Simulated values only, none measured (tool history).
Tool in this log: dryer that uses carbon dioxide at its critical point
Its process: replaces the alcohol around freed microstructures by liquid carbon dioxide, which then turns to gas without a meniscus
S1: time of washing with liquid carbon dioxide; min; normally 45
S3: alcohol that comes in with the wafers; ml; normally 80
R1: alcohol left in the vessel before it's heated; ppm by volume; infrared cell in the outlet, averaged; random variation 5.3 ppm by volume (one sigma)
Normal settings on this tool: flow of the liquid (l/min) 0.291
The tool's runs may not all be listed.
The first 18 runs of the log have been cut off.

Run 19, day 11.796: usual settings. Result: R1 318 ppm by volume.
Run 20, day 12.579: usual settings but S1 30 min, flow of the liquid (l/min) 0.439, S3 112 ml. Result: R1 382 ppm by volume.
Run 21, day 13.375: usual settings but S1 27 min, flow of the liquid (l/min) 0.439, S3 112 ml. Result: R1 577 ppm by volume.
Run 22, day 13.942: usual settings but S1 27 min, flow of the liquid (l/min) 0.493, S3 112 ml. Result: R1 400 ppm by volume.
At day 14.546: purifier's bed changed.
Run 23, day 14.742: usual settings but flow of the liquid (l/min) 0.239, S3 69 ml. Result: R1 412 ppm by volume.
Run 24, day 15.688: usual settings but S1 31 min, flow of the liquid (l/min) 0.309, S3 118 ml. Result: R1 1166 ppm by volume.
Run 25, day 16.429: usual settings but S1 72 min, flow of the liquid (l/min) 0.389. Result: R1 17 ppm by volume.
Run 26, day 17.025: usual settings but S1 72 min, flow of the liquid (l/min) 0.389. Result: R1 20 ppm by volume.
At day 17.279: inlet filter changed.
Run 27, day 17.504: usual settings but S1 53 min, flow of the liquid (l/min) 0.235, S3 43 ml. Result: R1 92 ppm by volume.
Run 28, day 18.408: usual settings but S1 53 min, flow of the liquid (l/min) 0.235, S3 43 ml. Result: R1 96 ppm by volume.
Run 29, day 19.071: usual settings but S1 33 min, flow of the liquid (l/min) 0.272, S3 35 ml. Result: R1 331 ppm by volume.
Run 30, day 19.967: usual settings but S1 33 min, flow of the liquid (l/min) 0.280, S3 41 ml. Result: R1 337 ppm by volume.
Run 31, day 20.733: usual settings but S1 32 min, flow of the liquid (l/min) 0.280, S3 101 ml. Result: R1 917 ppm by volume.
Run 32, day 21.471: usual settings but S1 58 min, flow of the liquid (l/min) 0.280, S3 101 ml. Result: R1 76 ppm by volume.
Run 33, day 22.167: usual settings but S1 58 min, flow of the liquid (l/min) 0.280, S3 101 ml. Result: R1 69 ppm by volume.
Run 34, day 23.108: usual settings but S1 58 min, flow of the liquid (l/min) 0.280, S3 101 ml. Result: R1 76 ppm by volume.

Estimate the outcome of run 35 from the log above:
Run 35, day 23.838: usual settings but S1 58 min, flow of the liquid (l/min) 0.280, S3 101 ml. Result: R1 ?.

R1: 78 ppm by volume
Were there no unlogged condition in the tool, this run, its random variation unchanged, would have produced R1 34 ppm by volume.

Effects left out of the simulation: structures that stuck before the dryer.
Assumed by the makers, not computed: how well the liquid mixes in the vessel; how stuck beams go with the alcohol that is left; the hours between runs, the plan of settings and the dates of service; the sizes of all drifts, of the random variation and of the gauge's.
